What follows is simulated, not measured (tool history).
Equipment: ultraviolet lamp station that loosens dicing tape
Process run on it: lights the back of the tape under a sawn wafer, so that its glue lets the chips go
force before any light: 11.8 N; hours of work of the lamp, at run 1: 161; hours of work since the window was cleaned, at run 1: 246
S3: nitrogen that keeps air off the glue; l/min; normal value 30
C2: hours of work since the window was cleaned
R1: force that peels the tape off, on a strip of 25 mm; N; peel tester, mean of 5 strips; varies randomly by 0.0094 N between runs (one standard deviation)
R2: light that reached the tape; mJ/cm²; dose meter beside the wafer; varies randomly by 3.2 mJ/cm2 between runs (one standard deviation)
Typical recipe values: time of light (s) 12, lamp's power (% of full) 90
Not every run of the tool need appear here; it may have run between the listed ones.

Run 1, hour 0: usual settings; hours of work of the lamp 161; C2 246. Result: R1 0.558 N, R2 436 mJ/cm².
Run 2, hour 20.6: usual settings; hours of work of the lamp 174; C2 260. Result: R1 0.571 N, R2 428 mJ/cm².
Run 3, hour 39.5: usual settings; hours of work of the lamp 187; C2 272. Result: R1 0.587 N, R2 429 mJ/cm².
Run 4, hour 50.4: usual settings; hours of work of the lamp 194; C2 279. Result: R1 0.591 N, R2 431 mJ/cm².
Run 5, hour 71: usual settings; hours of work of the lamp 207; C2 293. Result: R1 0.576 N, R2 429 mJ/cm².
Run 6, hour 82.7: usual settings; hours of work of the lamp 215; C2 300. Result: R1 0.614 N, R2 424 mJ/cm².
Run 7, hour 100.6: usual settings; hours of work of the lamp 227; C2 312. Result: R1 0.639 N, R2 424 mJ/cm².
Run 8, hour 115.6: usual settings but S3 43 l/min; hours of work of the lamp 237; C2 322. Result: R1 0.476 N, R2 417 mJ/cm².
Run 9, hour 131.3: usual settings; hours of work of the lamp 247; C2 332. Result: R1 0.649 N, R2 419 mJ/cm².
Run 10, hour 141.3: usual settings but time of light (s) 6, S3 28 l/min; hours of work of the lamp 253; C2 338. Result: R1 2.639 N, R2 206 mJ/cm².
Run 11, hour 159: usual settings but time of light (s) 6, S3 28 l/min; hours of work of the lamp 265; C2 350. Result: R1 2.524 N, R2 205 mJ/cm².
Run 12, hour 177.6: usual settings but time of light (s) 6, lamp's power (% of full) 79, S3 52 l/min; hours of work of the lamp 277; C2 362. Result: R1 2.469 N, R2 181 mJ/cm².
Run 13, hour 196.5: usual settings but time of light (s) 6, lamp's power (% of full) 69, S3 12 l/min; hours of work of the lamp 289; C2 375. Result: R1 5.105 N, R2 158 mJ/cm².
Run 14, hour 206.8: usual settings but time of light (s) 11, lamp's power (% of full) 99, S3 26 l/min; hours of work of the lamp 296; C2 381. Result: R1 0.771 N, R2 405 mJ/cm².
Run 15, hour 220.1: usual settings but time of light (s) 18, lamp's power (% of full) 80; hours of work of the lamp 305; C2 390. Result: R1 0.386 N, R2 531 mJ/cm².
Run 16, hour 232.7: usual settings but lamp's power (% of full) 86, S3 41 l/min; hours of work of the lamp 313; C2 398. Result: R1 0.631 N, R2 382 mJ/cm².
Run 17, hour 251.3: usual settings but lamp's power (% of full) 81, S3 22 l/min; hours of work of the lamp 325; C2 410. Result: R1 1.17 N, R2 355 mJ/cm².

3 options for the next run, each taken on its own from the tool as it stands now. Forecast them:
At hour 253.7: window cleaned of glue's vapour.
Run A, hour 262.9: usual settings but time of light (s) 18, lamp's power (% of full) 81, S3 22 l/min; hours of work of the lamp 332; C2 6. Result: R1 ?, R2 ?.
At hour 253.7: window cleaned of glue's vapour.
Run B, hour 262.9: usual settings but lamp's power (% of full) 81, S3 31 l/min; hours of work of the lamp 332; C2 6. Result: R1 ?, R2 ?.
At hour 253.7: window cleaned of glue's vapour.
Run C, hour 262.9: usual settings but time of light (s) 19, lamp's power (% of full) 81, S3 22 l/min; hours of work of the lamp 332; C2 6. Result: R1 ?, R2 ?.

run     R1   R2
  A  0.309  639
  B  0.555  424
  C  0.286  677
With no hidden state in the tool, these same runs would have given:
run     R1   R2
  A  0.268  692
  B  0.462  459
  C  0.252  733
